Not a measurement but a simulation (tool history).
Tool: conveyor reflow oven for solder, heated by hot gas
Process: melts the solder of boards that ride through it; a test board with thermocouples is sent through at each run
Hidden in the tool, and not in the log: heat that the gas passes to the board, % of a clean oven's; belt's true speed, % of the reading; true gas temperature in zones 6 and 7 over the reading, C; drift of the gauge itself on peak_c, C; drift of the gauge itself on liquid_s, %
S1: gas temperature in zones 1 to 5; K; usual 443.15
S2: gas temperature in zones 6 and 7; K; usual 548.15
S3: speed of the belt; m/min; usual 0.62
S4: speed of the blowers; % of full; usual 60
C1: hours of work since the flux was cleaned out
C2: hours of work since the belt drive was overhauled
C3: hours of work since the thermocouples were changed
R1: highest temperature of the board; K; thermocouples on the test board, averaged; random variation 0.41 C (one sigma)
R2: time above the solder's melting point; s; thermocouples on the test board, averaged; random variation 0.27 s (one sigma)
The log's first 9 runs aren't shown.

run,hour,S1,S2,S3,S4,C1,C2,C3,R1,R2
10,192.6,443.15,548.15,0.62,60,62,727,865,525.35,56.6
11,207.2,443.15,548.15,0.62,65,70,736,873,527.55,58.1
12,228.2,443.15,548.15,0.62,60,82,748,886,526.15,56.3
13,248,443.15,548.15,0.62,60,94,759,897,525.35,55.9
14,260.2,443.15,548.15,0.62,60,101,766,904,525.25,56.3
15,274.1,443.15,548.15,0.62,60,109,774,912,525.55,56
16,299.3,443.15,548.15,0.62,60,123,789,927,525.45,56.3
17,320.7,449.15,539.15,0.731,66,136,801,939,514.05,39.6
18,340.6,449.15,539.15,0.731,66,147,813,951,514.65,39.8
19,356.5,456.15,549.15,0.54,67,157,822,960,534.65,78.9
20,384.9,455.15,548.15,0.62,60,173,839,976,527.55,62
21,413.9,455.15,548.15,0.62,60,190,855,993,527.25,61.9
22,432.5,455.15,550.15,0.625,76,201,866,1004,532.25,66.2
23,449.6,443.15,548.15,0.62,66,211,876,1014,525.95,57
24,464.5,443.15,548.15,0.62,66,219,885,1023,526.15,56.8
# hour 495.1: flux residue cleaned out of gas plates and filters
25,498.2,445.15,548.15,0.62,56,2,901,1039,525.05,57.1

The next listed run, before its measurement:
26,514.3,445.15,548.15,0.62,56,11,911,1049,?,?

Run 26 gave R1 524.85 K, R2 56.8 s.
Without the tool's hidden state the same run would have given R1 525.35 K, R2 56 s.
